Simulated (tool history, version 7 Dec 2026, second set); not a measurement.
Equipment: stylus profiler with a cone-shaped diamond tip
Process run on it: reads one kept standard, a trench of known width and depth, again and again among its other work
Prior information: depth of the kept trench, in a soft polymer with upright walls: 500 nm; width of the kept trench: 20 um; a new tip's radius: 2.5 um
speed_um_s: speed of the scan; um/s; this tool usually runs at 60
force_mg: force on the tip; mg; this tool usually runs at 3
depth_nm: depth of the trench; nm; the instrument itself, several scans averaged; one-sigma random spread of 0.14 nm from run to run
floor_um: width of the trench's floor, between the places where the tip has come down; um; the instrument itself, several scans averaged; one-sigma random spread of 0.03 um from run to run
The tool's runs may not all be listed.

| run | hour | speed_um_s | force_mg | depth_nm | floor_um |
|---|---|---|---|---|---|
| 1 | 0 | 60 | 3 | 507.26 | 16.15 |
| 2 | 28.3 | 60 | 3 | 507.13 | 16.14 |
| 3 | 47.5 | 131 | 3 | 507.51 | 15.71 |
| 4 | 68.4 | 189 | 3 | 507.31 | 15.38 |
| 5 | 85.5 | 189 | 3 | 507.31 | 15.37 |
| 6 | 114.1 | 189 | 3 | 507.39 | 15.32 |
| 7 | 133.9 | 60 | 3.64 | 508.03 | 16.1 |
| 8 | 160.3 | 60 | 3 | 507.31 | 16.08 |
| 9 | 181.4 | 60 | 3 | 507.11 | 16.1 |
| 10 | 196.1 | 60 | 3 | 507.32 | 16.12 |
| 11 | 220.3 | 60 | 3 | 507.48 | 16.09 |
| 12 | 236.5 | 60 | 1.16 | 504.57 | 15.84 |
|  | 238.9 | height scale calibrated on a step standard |
| 13 | 259 | 60 | 1.16 | 505.4 | 15.86 |
| 14 | 280 | 60 | 1.16 | 505.39 | 15.86 |
| 15 | 298.7 | 60 | 1.16 | 505.12 | 15.83 |
| 16 | 313.7 | 33 | 3 | 507.97 | 16.2 |
| 17 | 330.2 | 33 | 3 | 508.11 | 16.2 |
| 18 | 354.2 | 60 | 3 | 508.04 | 16.01 |
|  | 365.2 | height scale calibrated on a step standard, once more |
| 19 | 370.4 | 60 | 2.22 | 505.06 | 15.93 |
| 20 | 397.4 | 60 | 1.09 | 503.19 | 15.78 |
| 21 | 409.8 | 60 | 1.09 | 503.28 | 15.78 |
| 22 | 428.5 | 60 | 1.09 | 503.45 | 15.82 |
| 23 | 444.4 | 60 | 3.66 | 507.08 | 16.01 |
| 24 | 465.8 | 60 | 3.75 | 507.33 | 16.08 |
| 25 | 488.9 | 21 | 3.02 | 506.07 | 16.22 |
| 26 | 509 | 21 | 3.02 | 506.34 | 16.19 |
| 27 | 529.3 | 21 | 3.02 | 506.43 | 16.17 |
| 28 | 552.9 | 21 | 3.02 | 506.22 | 16.22 |
| 29 | 572 | 53 | 7.93 | 511.73 | 16.1 |
| 30 | 595.7 | 29 | 2.1 | 505.26 | 16.06 |
| 31 | 619.2 | 36 | 4.55 | 508.46 | 16.08 |
| 32 | 632.4 | 69 | 3 | 506.32 | 15.81 |
| 33 | 652.7 | 100 | 6.17 | 510.04 | 15.88 |
| 34 | 666.5 | 146 | 1.13 | 503.79 | 14.87 |
| 35 | 687.3 | 146 | 1.13 | 503.88 | 14.82 |
| 36 | 707.4 | 33 | 2.76 | 506.17 | 16.03 |
| 37 | 734.8 | 22 | 3.3 | 506.84 | 16.08 |
| 38 | 747.9 | 18 | 4.79 | 508.87 | 16.12 |
| 39 | 764.8 | 18 | 4.79 | 508.88 | 16.13 |
| 40 | 787.8 | 40 | 3.01 | 506.55 | 15.98 |
| 41 | 814.6 | 30 | 1.98 | 505.22 | 15.94 |
| 42 | 834.4 | 60 | 1.33 | 503.97 | 15.66 |
| 43 | 847.3 | 107 | 6.06 | 510.15 | 15.75 |
| 44 | 868.2 | 107 | 8.56 | 512.61 | 15.82 |
| 45 | 886.1 | 107 | 8.56 | 512.75 | 15.83 |
| 46 | 912.6 | 107 | 8.56 | 512.61 | 15.83 |
| 47 | 936.6 | 60 | 3.57 | 507.35 | 15.91 |

What if the next run were any one of these 3? Each begins from the tool's condition after run 47:
| A | 960.3 | 27 | 1.87 | ? | ? |
| B | 960.3 | 60 | 5.17 | ? | ? |
| C | 960.3 | 65 | 1.74 | ? | ? |

| run | depth_nm | floor_um |
|---|---|---|
| A | 505.16 | 15.96 |
| B | 509.29 | 15.87 |
| C | 505.15 | 15.76 |
Stripped of hidden state, with their random variation kept, the same runs would have yielded:
| run | depth_nm | floor_um |
|---|---|---|
| A | 504.21 | 16.8 |
| B | 508.33 | 16.71 |
| C | 504.19 | 16.6 |

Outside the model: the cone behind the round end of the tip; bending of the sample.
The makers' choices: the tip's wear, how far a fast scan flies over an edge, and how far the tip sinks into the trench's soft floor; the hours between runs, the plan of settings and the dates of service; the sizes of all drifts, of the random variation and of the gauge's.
